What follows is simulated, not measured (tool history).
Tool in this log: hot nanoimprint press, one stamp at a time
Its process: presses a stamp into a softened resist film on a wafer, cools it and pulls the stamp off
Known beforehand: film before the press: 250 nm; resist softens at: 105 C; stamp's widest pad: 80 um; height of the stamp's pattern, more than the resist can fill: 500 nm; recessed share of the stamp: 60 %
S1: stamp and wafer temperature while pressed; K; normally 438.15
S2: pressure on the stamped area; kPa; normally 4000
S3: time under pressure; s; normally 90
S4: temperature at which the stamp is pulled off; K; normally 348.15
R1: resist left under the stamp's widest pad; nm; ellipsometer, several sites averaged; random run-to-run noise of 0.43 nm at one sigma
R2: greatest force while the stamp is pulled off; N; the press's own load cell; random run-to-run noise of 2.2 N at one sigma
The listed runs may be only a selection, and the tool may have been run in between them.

run	hour	S1	S2	S3	S4	R1	R2
1	0	438.15	4000	90	348.15	146.8	105
2	28.6	438.15	4000	90	348.15	147.1	109
3	45.6	438.15	4000	90	348.15	147.3	109
4	73.9	438.15	4000	90	348.15	147.1	112
5	93.5	438.15	4000	90	348.15	148	114
6	116.7	438.15	4000	90	340.15	148.3	126
7	141.3	438.15	4000	90	340.15	148.8	136
8	171.9	438.15	4000	90	340.15	148.9	129
9	184.5	438.15	4000	90	348.15	149.1	120
10	209.9	438.15	4000	90	348.15	149.3	123
11	233.3	438.15	2730	90	348.15	170.2	127
12	256.3	428.15	4000	90	348.15	211.6	130
13	283.4	430.15	5800	63	347.15	200	130
14	297.2	430.15	5800	63	347.15	201.3	134
15	316.2	437.15	5800	90	347.15	138.6	135
# hour 321.8: plate thermocouple calibrated
16	337.9	438.15	5390	105	348.15	129.9	137
17	351.2	438.15	2930	105	338.15	160.6	155
18	374	438.15	2930	63	343.15	183.9	156
19	402.9	438.15	4000	49	348.15	180.5	142
20	433.6	427.15	4000	84	335.15	221.2	170
# hour 462.7: stamp cleaned and given a new release coat
21	466.6	427.15	4000	84	335.15	221.4	113
22	479.4	427.15	4000	84	335.15	221.4	117
# hour 510.6: plate thermocouple calibrated, once more
23	512.3	427.15	4000	84	335.15	216.1	114
24	535.3	427.15	4000	84	335.15	215.9	126

Predict each of these 4 candidate next runs independently; none follows another, all start after run 24:
A	548.5	431.15	4000	46	341.15	?	?
B	548.5	441.15	5360	84	335.15	?	?
C	548.5	427.15	3640	97	335.15	?	?
D	548.5	432.15	4000	90	348.15	?	?

run	R1	R2
A	215	111
B	117.2	122
C	216	120
D	186.8	103
Stripped of hidden state, with their random variation kept, the same runs would have yielded:
run	R1	R2
A	214.4	103
B	115.6	113
C	215.6	112
D	186	96
